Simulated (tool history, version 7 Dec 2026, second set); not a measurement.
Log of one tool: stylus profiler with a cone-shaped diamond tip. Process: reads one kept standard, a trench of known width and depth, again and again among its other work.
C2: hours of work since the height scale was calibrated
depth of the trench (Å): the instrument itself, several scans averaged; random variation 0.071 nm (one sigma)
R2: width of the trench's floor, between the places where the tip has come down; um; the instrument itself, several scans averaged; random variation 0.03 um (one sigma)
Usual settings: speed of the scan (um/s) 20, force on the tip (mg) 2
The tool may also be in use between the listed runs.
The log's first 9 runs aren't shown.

Run 10, hour 304.4: usual settings but speed of the scan (um/s) 69; scans with this tip 11827; C2 967. Result: depth of the trench (Å) 1000.3, R2 47.57 um.
Run 11, hour 344.3: usual settings but speed of the scan (um/s) 7; scans with this tip 12149; C2 994. Result: depth of the trench (Å) 999.6, R2 47.94 um.
Run 12, hour 382: usual settings but speed of the scan (um/s) 7, force on the tip (mg) 2.13; scans with this tip 12451; C2 1018. Result: depth of the trench (Å) 1000.6, R2 47.91 um.
Run 13, hour 418.4: usual settings but speed of the scan (um/s) 7, force on the tip (mg) 2.13; scans with this tip 12745; C2 1042. Result: depth of the trench (Å) 1000.3, R2 47.89 um.
Run 14, hour 470.2: usual settings but force on the tip (mg) 2.42; scans with this tip 13162; C2 1076. Result: depth of the trench (Å) 1002, R2 47.86 um.
Run 15, hour 507.8: usual settings but force on the tip (mg) 2.42; scans with this tip 13464; C2 1101. Result: depth of the trench (Å) 999.8, R2 47.84 um.
Run 16, hour 529.4: usual settings but force on the tip (mg) 2.42; scans with this tip 13638; C2 1115. Result: depth of the trench (Å) 1001, R2 47.77 um.
Run 17, hour 570.5: usual settings but force on the tip (mg) 2.42; scans with this tip 13969; C2 1142. Result: depth of the trench (Å) 1001.3, R2 47.79 um.
Run 18, hour 611.3: usual settings but speed of the scan (um/s) 6, force on the tip (mg) 5.71; scans with this tip 14297; C2 1169. Result: depth of the trench (Å) 1006, R2 47.84 um.
Run 19, hour 645.5: usual settings but speed of the scan (um/s) 18, force on the tip (mg) 0.96; scans with this tip 14572; C2 1192. Result: depth of the trench (Å) 998.5, R2 47.72 um.
Run 20, hour 683.4: usual settings but speed of the scan (um/s) 29, force on the tip (mg) 1.65; scans with this tip 14878; C2 1217. Result: depth of the trench (Å) 999.9, R2 47.64 um.
Run 21, hour 713: usual settings but speed of the scan (um/s) 6, force on the tip (mg) 0.78; scans with this tip 15115; C2 1236. Result: depth of the trench (Å) 996.1, R2 47.82 um.
At hour 717.9: height scale calibrated on a step standard.
Run 22, hour 747: usual settings but speed of the scan (um/s) 73, force on the tip (mg) 3.63; scans with this tip 15385; C2 19. Result: depth of the trench (Å) 1000.9, R2 47.49 um.
Run 23, hour 778.5: usual settings but speed of the scan (um/s) 79, force on the tip (mg) 1.35; scans with this tip 15639; C2 40. Result: depth of the trench (Å) 995.6, R2 47.2 um.
At hour 792.5: height scale calibrated on a step standard, once more.
Run 24, hour 804: usual settings but speed of the scan (um/s) 7, force on the tip (mg) 1.35; scans with this tip 15840; C2 8. Result: depth of the trench (Å) 1004.7, R2 47.76 um.
Run 25, hour 826: usual settings but speed of the scan (um/s) 7, force on the tip (mg) 1.35; scans with this tip 16017; C2 22. Result: depth of the trench (Å) 1003.9, R2 47.76 um.
Run 26, hour 872.5: usual settings but speed of the scan (um/s) 7, force on the tip (mg) 1.35; scans with this tip 16391; C2 53. Result: depth of the trench (Å) 1005.6, R2 47.78 um.
Run 27, hour 904.2: usual settings but speed of the scan (um/s) 7, force on the tip (mg) 1.35; scans with this tip 16646; C2 74. Result: depth of the trench (Å) 1004, R2 47.73 um.
Run 28, hour 938.6: usual settings but speed of the scan (um/s) 29, force on the tip (mg) 2.79; scans with this tip 16923; C2 96. Result: depth of the trench (Å) 1006.5, R2 47.58 um.
Run 29, hour 975.5: usual settings but speed of the scan (um/s) 49, force on the tip (mg) 3.69; scans with this tip 17220; C2 120. Result: depth of the trench (Å) 1008.8, R2 47.53 um.
Run 30, hour 1016.5: usual settings but speed of the scan (um/s) 11, force on the tip (mg) 0.77; scans with this tip 17550; C2 147. Result: depth of the trench (Å) 1001.3, R2 47.66 um.
Run 31, hour 1064.5: usual settings but speed of the scan (um/s) 10, force on the tip (mg) 0.88; scans with this tip 17936; C2 179. Result: depth of the trench (Å) 1002.3, R2 47.59 um.
Run 32, hour 1087.6: usual settings but speed of the scan (um/s) 14, force on the tip (mg) 1.29; scans with this tip 18122; C2 194. Result: depth of the trench (Å) 1003.4, R2 47.64 um.
Run 33, hour 1112.5: usual settings but speed of the scan (um/s) 8, force on the tip (mg) 1.78; scans with this tip 18323; C2 211. Result: depth of the trench (Å) 1003.4, R2 47.7 um.

3 ways to go on from here, each from the tool as it stands after run 33. What would each give?
Run A, hour 1158.7: usual settings but speed of the scan (um/s) 26, force on the tip (mg) 0.98; scans with this tip 18694; C2 241. Result: depth of the trench (Å) ?, R2 ?.
Run B, hour 1158.7: usual settings but speed of the scan (um/s) 65, force on the tip (mg) 4.4; scans with this tip 18694; C2 241. Result: depth of the trench (Å) ?, R2 ?.
Run C, hour 1158.7: usual settings but speed of the scan (um/s) 8, force on the tip (mg) 0.69; scans with this tip 18694; C2 241. Result: depth of the trench (Å) ?, R2 ?.

run  depth of the trench (Å)     R2
  A                   1002.5  47.42
  B                   1010.5  47.47
  C                   1001.5  47.62
Without the tool's hidden state the same runs would have given:
run  depth of the trench (Å)     R2
  A                   1003.9  48.31
  B                   1011.9  48.35
  C                   1002.9  48.51

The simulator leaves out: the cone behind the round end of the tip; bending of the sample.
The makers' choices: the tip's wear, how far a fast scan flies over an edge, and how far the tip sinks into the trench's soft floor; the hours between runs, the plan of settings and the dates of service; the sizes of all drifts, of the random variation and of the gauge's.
